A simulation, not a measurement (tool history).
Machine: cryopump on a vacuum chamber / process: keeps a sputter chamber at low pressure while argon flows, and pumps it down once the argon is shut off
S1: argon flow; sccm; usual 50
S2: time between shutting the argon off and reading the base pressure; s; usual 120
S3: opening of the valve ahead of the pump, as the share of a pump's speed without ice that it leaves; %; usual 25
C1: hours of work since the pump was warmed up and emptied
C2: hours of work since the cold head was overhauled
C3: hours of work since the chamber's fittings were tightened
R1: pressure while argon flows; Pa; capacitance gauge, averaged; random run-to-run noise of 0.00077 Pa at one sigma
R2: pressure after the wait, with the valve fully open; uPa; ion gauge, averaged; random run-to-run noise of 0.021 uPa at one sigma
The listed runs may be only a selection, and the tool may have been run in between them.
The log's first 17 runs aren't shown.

run	hour	S1	S2	S3	C1	C2	C3	R1	R2
18	282	36	169	39	702	702	358	0.076	0.51
19	300.4	36	169	39	714	714	369	0.0755	0.55
20	316.2	66	63	25	724	724	380	0.2093	0.94
21	333	66	139	25	735	735	390	0.2085	0.56
22	347	23	53	25	744	744	399	0.0727	1.05
23	359.9	23	53	25	752	752	407	0.0735	1.06
24	376.4	54	37	27	763	763	418	0.1601	1.42
25	386.7	47	73	27	769	769	425	0.1392	0.81
26	405.5	56	228	27	781	781	437	0.1669	0.47
27	427.4	56	228	27	795	795	451	0.1667	0.48
28	437.9	34	244	25	802	802	457	0.11	0.43
29	458.3	34	244	25	815	815	470	0.1101	0.46
30	475.6	95	86	21	826	826	482	0.3605	0.82
31	494	26	24	21	838	838	493	0.0993	2.09
32	513.9	26	24	21	851	851	506	0.099	2.05
33	532.9	37	114	21	863	863	518	0.1391	0.69
34	553	37	84	60	876	876	531	0.0553	0.84

Below are 4 alternative next runs, each starting from the tool's condition after run 34. Predict each:
A	565.2	96	96	41	883	883	539	?	?
B	565.2	37	38	60	883	883	539	?	?
C	565.2	50	240	17	883	883	539	?	?
D	565.2	81	84	60	883	883	539	?	?

run	R1	R2
A	0.198	0.75
B	0.0557	1.43
C	0.2307	0.49
D	0.1225	0.87
Stripped of hidden state, with their random variation kept, the same runs would have yielded:
run	R1	R2
A	0.1706	0.59
B	0.045	1.26
C	0.2163	0.32
D	0.0991	0.71
